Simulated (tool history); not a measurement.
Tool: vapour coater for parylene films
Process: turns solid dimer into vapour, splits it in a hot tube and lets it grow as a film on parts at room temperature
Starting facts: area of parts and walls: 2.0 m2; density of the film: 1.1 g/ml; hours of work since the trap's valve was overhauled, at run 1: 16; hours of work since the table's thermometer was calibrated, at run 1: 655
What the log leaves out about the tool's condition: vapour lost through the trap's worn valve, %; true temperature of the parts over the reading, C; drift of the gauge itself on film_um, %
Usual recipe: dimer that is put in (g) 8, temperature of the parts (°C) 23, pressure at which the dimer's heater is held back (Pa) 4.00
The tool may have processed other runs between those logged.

| run | hour | dimer that is put in (g) | temperature of the parts (°C) | pressure at which the dimer's heater is held back (Pa) | hours of work since the trap's valve was overhauled | hours of work since the table's thermometer was calibrated | thickness of the film (µm) |
|---|---|---|---|---|---|---|---|
| 1 | 0.0 | 8 | 23 | 4.00 | 16 | 655 | 2.35 |
| 2 | 18.2 | 8 | 33 | 4.00 | 32 | 671 | 1.47 |
| 3 | 43.5 | 8 | 27 | 4.00 | 55 | 694 | 1.95 |
| 4 | 54.4 | 8 | 22 | 4.00 | 64 | 703 | 2.45 |
| 5 | 79.3 | 8 | 17 | 4.00 | 86 | 725 | 3.12 |
| 6 | 92.6 | 14 | 23 | 4.00 | 98 | 737 | 4.09 |
|  | 98.2 | trap's valve overhauled |
| 7 | 119.1 | 14 | 23 | 4.00 | 18 | 757 | 3.99 |
| 8 | 142.3 | 14 | 23 | 4.00 | 39 | 777 | 3.95 |
| 9 | 156.8 | 14 | 23 | 4.00 | 52 | 790 | 3.90 |
| 10 | 172.1 | 14 | 23 | 4.00 | 65 | 804 | 3.90 |
| 11 | 192.7 | 7 | 20 | 4.00 | 83 | 822 | 2.25 |
| 12 | 209.7 | 7 | 32 | 5.31 | 98 | 837 | 1.21 |
|  | 215.6 | trap's valve overhauled, once more |
| 13 | 230.3 | 8 | 19 | 4.00 | 13 | 851 | 2.88 |
| 14 | 243.6 | 5 | 31 | 7.81 | 25 | 863 | 0.88 |
| 15 | 264.3 | 5 | 31 | 7.81 | 43 | 881 | 0.85 |
| 16 | 285.7 | 5 | 31 | 7.81 | 62 | 900 | 0.88 |
| 17 | 309.5 | 7 | 27 | 5.66 | 83 | 921 | 1.56 |
| 18 | 332.0 | 9 | 31 | 5.66 | 103 | 941 | 1.69 |
| 19 | 352.7 | 8 | 19 | 8.12 | 121 | 959 | 2.39 |
| 20 | 375.9 | 9 | 19 | 4.00 | 141 | 980 | 3.09 |

Here are 3 independent what-if runs from the current tool condition. What would each one return?
| A | 389.7 | 4 | 23 | 2.52 | 154 | 992 | ? |
| B | 389.7 | 12 | 33 | 2.13 | 154 | 992 | ? |
| C | 389.7 | 6 | 24 | 4.91 | 154 | 992 | ? |

| run | thickness of the film (µm) |
|---|---|
| A | 1.21 |
| B | 2.38 |
| C | 1.58 |
The same runs, with their run-to-run variation unchanged, on a tool lacking any hidden condition would have given:
| run | thickness of the film (µm) |
|---|---|
| A | 1.34 |
| B | 2.64 |
| C | 1.75 |
